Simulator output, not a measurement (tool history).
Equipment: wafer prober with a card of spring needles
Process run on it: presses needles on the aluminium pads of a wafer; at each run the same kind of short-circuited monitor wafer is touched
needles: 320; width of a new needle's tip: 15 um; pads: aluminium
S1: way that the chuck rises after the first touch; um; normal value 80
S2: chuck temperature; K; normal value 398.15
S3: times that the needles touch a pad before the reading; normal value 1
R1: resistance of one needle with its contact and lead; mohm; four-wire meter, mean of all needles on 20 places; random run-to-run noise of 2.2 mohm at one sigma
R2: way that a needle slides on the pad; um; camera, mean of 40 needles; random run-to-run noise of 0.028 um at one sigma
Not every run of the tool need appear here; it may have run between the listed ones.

| run | hour | S1 | S2 | S3 | R1 | R2 |
|---|---|---|---|---|---|---|
| 1 | 0 | 80 | 398.15 | 1 | 281 | 21.01 |
|  | 7.2 | tips cleaned on abrasive film |
| 2 | 14.6 | 80 | 392.15 | 1 | 272 | 21.04 |
|  | 23.8 | tips cleaned on abrasive film |
| 3 | 32 | 80 | 334.15 | 1 | 264 | 21 |
|  | 40.6 | tips cleaned on abrasive film |
| 4 | 45.5 | 80 | 334.15 | 1 | 256 | 21.03 |
|  | 57.3 | tips cleaned on abrasive film |
| 5 | 57.3 | 80 | 334.15 | 1 | 238 | 20.96 |
| 6 | 72.2 | 80 | 334.15 | 1 | 277 | 21 |
|  | 74.6 | tips cleaned on abrasive film |
| 7 | 89.5 | 80 | 334.15 | 3 | 250 | 20.99 |
|  | 91.4 | tips cleaned on abrasive film |
| 8 | 101.2 | 80 | 334.15 | 3 | 246 | 20.95 |
|  | 108.4 | tips cleaned on abrasive film |
| 9 | 122 | 86 | 398.15 | 1 | 280 | 22.55 |
|  | 125.6 | tips cleaned on abrasive film |
| 10 | 132.5 | 80 | 398.15 | 1 | 277 | 20.94 |
|  | 142.5 | tips cleaned on abrasive film |
| 11 | 149.3 | 80 | 398.15 | 1 | 275 | 20.9 |
|  | 158.9 | tips cleaned on abrasive film |
| 12 | 162.6 | 80 | 300.15 | 1 | 246 | 20.91 |
| 13 | 172.1 | 80 | 398.15 | 1 | 287 | 20.91 |
|  | 175.3 | tips cleaned on abrasive film |
|  | 192.2 | tips cleaned on abrasive film |
| 14 | 192.2 | 80 | 362.15 | 1 | 243 | 20.9 |
| 15 | 204.4 | 80 | 398.15 | 2 | 270 | 20.89 |
|  | 209.3 | tips cleaned on abrasive film |
| 16 | 217 | 80 | 398.15 | 1 | 280 | 20.88 |
|  | 225.9 | tips cleaned on abrasive film |
| 17 | 236.6 | 80 | 398.15 | 1 | 284 | 20.88 |
|  | 243 | tips cleaned on abrasive film |
| 18 | 247.9 | 99 | 398.15 | 1 | 267 | 25.86 |

Forecast run 19:
|  | 249.3 | height of the first contact set anew |
|  | 260.1 | tips cleaned on abrasive film |
| 19 | 264.7 | 83 | 339.15 | 1 | ? | ? |

{"run 19": {"R1": 257, "R2": 21.55}}
Had the tool carried no hidden state, the very same run would have given R1 236 mohm, R2 21.87 um.
